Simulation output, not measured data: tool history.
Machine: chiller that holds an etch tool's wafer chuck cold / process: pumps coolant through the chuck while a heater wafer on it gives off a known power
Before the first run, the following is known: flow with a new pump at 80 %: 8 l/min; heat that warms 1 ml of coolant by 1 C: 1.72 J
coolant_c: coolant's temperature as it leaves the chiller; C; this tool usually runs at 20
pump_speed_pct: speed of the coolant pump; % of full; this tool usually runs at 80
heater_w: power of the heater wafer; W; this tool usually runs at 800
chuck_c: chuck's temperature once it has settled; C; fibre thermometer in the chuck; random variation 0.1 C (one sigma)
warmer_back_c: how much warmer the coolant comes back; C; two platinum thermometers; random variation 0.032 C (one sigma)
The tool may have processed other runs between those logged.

run	hour	coolant_c	pump_speed_pct	heater_w	chuck_c	warmer_back_c
1	0	20	80	800	27.4	3.54
2	121	20	80	800	27.5	3.55
3	243.8	20	80	800	27.4	3.52
4	372.9	20	75	800	27.9	3.82
5	432.5	20	96	800	26.4	2.94
# hour 476.3: coolant changed, channels flushed
6	518.4	20	80	800	27.4	3.57
7	623.7	20	80	800	27.4	3.59
8	752.3	20	80	1056	29.7	4.67
9	863.9	20	80	1056	29.8	4.75
10	969.9	20	80	1056	29.8	4.78
11	1057.4	20	80	1056	29.8	4.73
12	1159.4	20	64	800	29	4.56
# hour 1264.4: coolant pump overhauled
13	1300.5	20	64	800	29	4.52
14	1382.5	27	80	800	34.5	3.7
15	1469	28	80	800	35.4	3.58
16	1579.2	28	80	800	35.5	3.62
17	1666.5	28	80	800	35.6	3.66
18	1777.2	20	80	693	26.4	3.17
19	1892.4	20	96	800	26.3	3.1
20	2005.8	16	77	800	23.6	3.81
21	2129.8	16	77	800	23.6	3.79
22	2213.3	15	78	800	22.6	3.8
23	2336.1	15	78	800	22.5	3.78
24	2417.2	23	85	800	30	3.55
# hour 2529.1: chiller's thermometer calibrated
25	2544.8	30	85	569	35.1	2.6
26	2684.3	21	63	1125	33.9	6.47
27	2813.6	20	71	864	29.1	4.51
28	2950	14	81	910	22.4	4.22
29	3088	14	80	845	21.8	4.02
# hour 3120.4: coolant changed, channels flushed
30	3221.9	14	80	845	21.7	4.02
31	3290.3	20	61	836	29.8	5.16
32	3417.8	13	80	765	20.2	3.69

Forecast each of these 3 alternatives for the next run:
A	3554.7	13	64	765	?	?
B	3554.7	13	80	842	?	?
C	3554.7	15	69	800	?	?

run	chuck_c	warmer_back_c
A	21.6	4.56
B	20.8	4.02
C	23.4	4.45
Take away the tool's hidden state, keep each run's random variation, and the runs would have read:
run	chuck_c	warmer_back_c
A	21.6	4.21
B	20.8	3.68
C	23.4	4.1

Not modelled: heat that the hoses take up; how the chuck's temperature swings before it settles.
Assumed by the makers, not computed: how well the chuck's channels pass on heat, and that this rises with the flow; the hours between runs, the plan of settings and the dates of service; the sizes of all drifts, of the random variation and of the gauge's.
